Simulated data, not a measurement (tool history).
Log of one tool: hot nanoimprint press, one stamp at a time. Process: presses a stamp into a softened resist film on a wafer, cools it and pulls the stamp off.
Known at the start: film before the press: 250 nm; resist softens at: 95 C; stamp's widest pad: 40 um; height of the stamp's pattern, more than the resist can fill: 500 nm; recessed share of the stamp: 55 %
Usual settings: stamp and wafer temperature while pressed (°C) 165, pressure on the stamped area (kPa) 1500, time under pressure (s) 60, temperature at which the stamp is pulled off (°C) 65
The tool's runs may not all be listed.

run	hour	stamp and wafer temperature while pressed (°C)	pressure on the stamped area (kPa)	time under pressure (s)	temperature at which the stamp is pulled off (°C)	resist left under the stamp's widest pad (Å)	greatest force while the stamp is pulled off (N)
1	0.0	165	1500	60	65	1387	217
2	67.3	165	1500	60	65	1397	224
3	123.8	165	1500	43	65	1562	236
4	179.0	165	1500	43	65	1552	233
5	234.3	165	2210	60	65	1172	254
6	270.5	165	1500	60	65	1429	218
7	299.3	165	1500	60	65	1420	224
8	347.9	165	1500	60	65	1434	226
9	388.3	165	1480	60	65	1449	231
10	432.0	165	1500	60	65	1430	236
11	503.2	165	1500	101	65	1235	238
12	544.6	165	1500	101	65	1228	247
13	585.1	165	1500	101	66	1267	210
14	650.1	165	1500	101	66	1132	201
15	691.5	165	1500	101	66	1131	198
16	727.7	158	1250	93	65	1629	223
17	789.6	173	1500	84	65	904	229
18	850.3	173	1500	37	57	1207	284
19	907.0	160	1860	37	51	1688	280
20	972.5	175	1140	95	53	934	289
21	1031.5	175	1140	95	53	936	298
22	1080.2	167	1140	37	53	1656	306
23	1111.6	169	2380	110	66	752	222
24	1142.6	169	2380	110	66	768	235
25	1195.8	165	1500	74	65	1291	238
26	1241.1	165	1500	74	65	1281	211
27	1291.3	165	1500	58	65	1402	212
28	1339.1	159	1500	33	65	1945	226
29	1375.6	166	1500	34	65	1581	223

Taken out of this log: 6 entries between the listed runs. Where each belongs, and how the hidden state differs across it:
Between runs 5 and 6: stamp cleaned and given a new release coat (hour 245.6)
  true temperature over the reading, C: -1.84 -> -1.9; pressure that arrives at the usual setting, %: 98.17 -> 98.14; grip of the stamp's worn release coat, % over a new coat's: 16.1 -> 1.2
  measured less the result without the state, resist left under the stamp's widest pad (Å): +98 -> +105; greatest force while the stamp is pulled off (N): +47 -> +14
Between runs 12 and 13: stamp cleaned and given a new release coat (hour 572.1)
  true temperature over the reading, C: -2.45 -> -2.52; pressure that arrives at the usual setting, %: 97.82 -> 97.77; grip of the stamp's worn release coat, % over a new coat's: 15.1 -> 0.7
  measured less the result without the state, resist left under the stamp's widest pad (Å): +125 -> +131; greatest force while the stamp is pulled off (N): +47 -> +16
Between runs 13 and 14: plate thermocouple calibrated (hour 627.5)
  true temperature over the reading, C: -2.52 -> -0.05; pressure that arrives at the usual setting, %: 97.77 -> 97.69; grip of the stamp's worn release coat, % over a new coat's: 0.7 -> 3.8
  measured less the result without the state, resist left under the stamp's widest pad (Å): +131 -> +16; greatest force while the stamp is pulled off (N): +16 -> +7
Between runs 18 and 19: stamp cleaned and given a new release coat (hour 902.0)
  true temperature over the reading, C: -0.46 -> -0.56; pressure that arrives at the usual setting, %: 97.45 -> 97.39; grip of the stamp's worn release coat, % over a new coat's: 13.9 -> 0.3
  measured less the result without the state, resist left under the stamp's widest pad (Å): +34 -> +50; greatest force while the stamp is pulled off (N): +37 -> +4
Between runs 24 and 25: press's hydraulic seals changed and the load cell set to zero (hour 1188.8)
  true temperature over the reading, C: -1.04 -> -1.12; pressure that arrives at the usual setting, %: 97.11 -> 100.42; grip of the stamp's worn release coat, % over a new coat's: 12.1 -> 14.4
  measured less the result without the state, resist left under the stamp's widest pad (Å): +51 -> +51; greatest force while the stamp is pulled off (N): +32 -> +37
Between runs 25 and 26: stamp cleaned and given a new release coat (hour 1239.8)
  true temperature over the reading, C: -1.12 -> -1.19; pressure that arrives at the usual setting, %: 100.42 -> 100.38; grip of the stamp's worn release coat, % over a new coat's: 14.4 -> 0.1
  measured less the result without the state, resist left under the stamp's widest pad (Å): +51 -> +54; greatest force while the stamp is pulled off (N): +37 -> +7
